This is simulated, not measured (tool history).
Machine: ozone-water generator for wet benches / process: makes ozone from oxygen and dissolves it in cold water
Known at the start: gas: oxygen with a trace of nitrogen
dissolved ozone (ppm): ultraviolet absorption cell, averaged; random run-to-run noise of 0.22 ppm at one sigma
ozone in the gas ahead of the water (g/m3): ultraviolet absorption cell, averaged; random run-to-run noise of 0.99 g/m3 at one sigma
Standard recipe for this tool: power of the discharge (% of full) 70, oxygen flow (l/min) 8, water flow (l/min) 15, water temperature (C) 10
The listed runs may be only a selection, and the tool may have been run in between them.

run    hour  power of the discharge (% of full)  oxygen flow (l/min)  water flow (l/min)  water temperature (C)  dissolved ozone (ppm)  ozone in the gas ahead of the water (g/m3)
  1       0                                  70                    8                  15                     10                   30.7                                       166.5
  2    40.9                                  70                    8                  15                     10                     31                                         166
  3    96.1                                  70                    8                  15                     10                   31.1                                       165.6
  4   153.1                                  70                    8                  15                     10                   30.7                                       166.7
  5   200.5                                  70                    8                  15                     10                   30.8                                       165.4
  6   241.8                                  70                    8                  15                     10                     31                                       165.2
  7   286.5                                  70                    8                  15                     10                   30.7                                       165.2
  8   327.2                                  70                    8                  15                     10                     31                                       165.4
  9     379                                  70                    8                  15                     10                   30.6                                       165.7
 10     413                                  70                    8                  15                     10                   30.8                                       165.5
 11   474.2                                  70                    8                  15                     10                   30.8                                       164.4
 12   535.8                                  70                    8                  15                     10                   30.5                                       164.2
 13   576.2                                  70                    8                  15                     10                   30.1                                       166.2
 14   622.8                                  70                    8                  15                     10                   30.7                                       164.1
 15   661.8                                  70                    8                  10                     10                   39.8                                       165.3
 16   709.8                                  73                    8                  15                     10                   31.6                                       169.5
 17   736.7                                  96                    8                  22                     10                     28                                       208.5
 18   796.1                                  96                    8                  22                     10                   28.1                                       206.3
 19   842.7                                  49                    8                  11                     10                   29.4                                       128.5
 20   882.4                                  49                    8                  11                     10                   29.2                                       127.6
 21   947.2                                  59                    8                  21                     13                   19.7                                       145.5
 22   989.4                                  56                    8                  15                      8                   27.1                                       141.5
 23  1051.5                                  56                    8                  15                      8                   26.9                                       141.5
 24  1095.6                                  56                12.99                  15                      8                   25.1                                       108.9
 25  1136.3                                  70                 6.22                  15                     10                   30.9                                       188.8
 26  1201.1                                  68                11.89                  14                     10                   29.7                                       130.2
 27  1248.4                                  68                11.89                  14                     10                   29.3                                       130.7
 28  1282.9                                  61                 7.31                  14                     15                   26.8                                       155.4
 29  1332.5                                  47                 4.07                  15                     10                   23.1                                       179.2
 30  1377.5                                  68                 4.07                  15                     15                     28                                       230.8
 31    1421                                  68                 4.07                  15                     15                   28.3                                         232
 32  1456.5                                  48                 6.79                  15                     15                   21.5                                       137.2

Predict each of these 4 candidate next runs independently; none follows another, all start after run 32:
  A  1511.2                                  70                 7.48                  13                     10                      ?                                           ?
  B  1511.2                                  59                 7.85                  15                     12                      ?                                           ?
  C  1511.2                                  70                  4.2                  24                     15                      ?                                           ?
  D  1511.2                                  70                 4.69                  15                     10                      ?                                           ?

run  dissolved ozone (ppm)  ozone in the gas ahead of the water (g/m3)
  A                   33.7                                       171.7
  B                     26                                         147
  C                   18.6                                       231.9
  D                   30.8                                       218.3
Without the tool's hidden state the same runs would have given:
run  dissolved ozone (ppm)  ozone in the gas ahead of the water (g/m3)
  A                   36.2                                       178.6
  B                   27.9                                       152.1
  C                   20.3                                       241.2
  D                   33.3                                         227
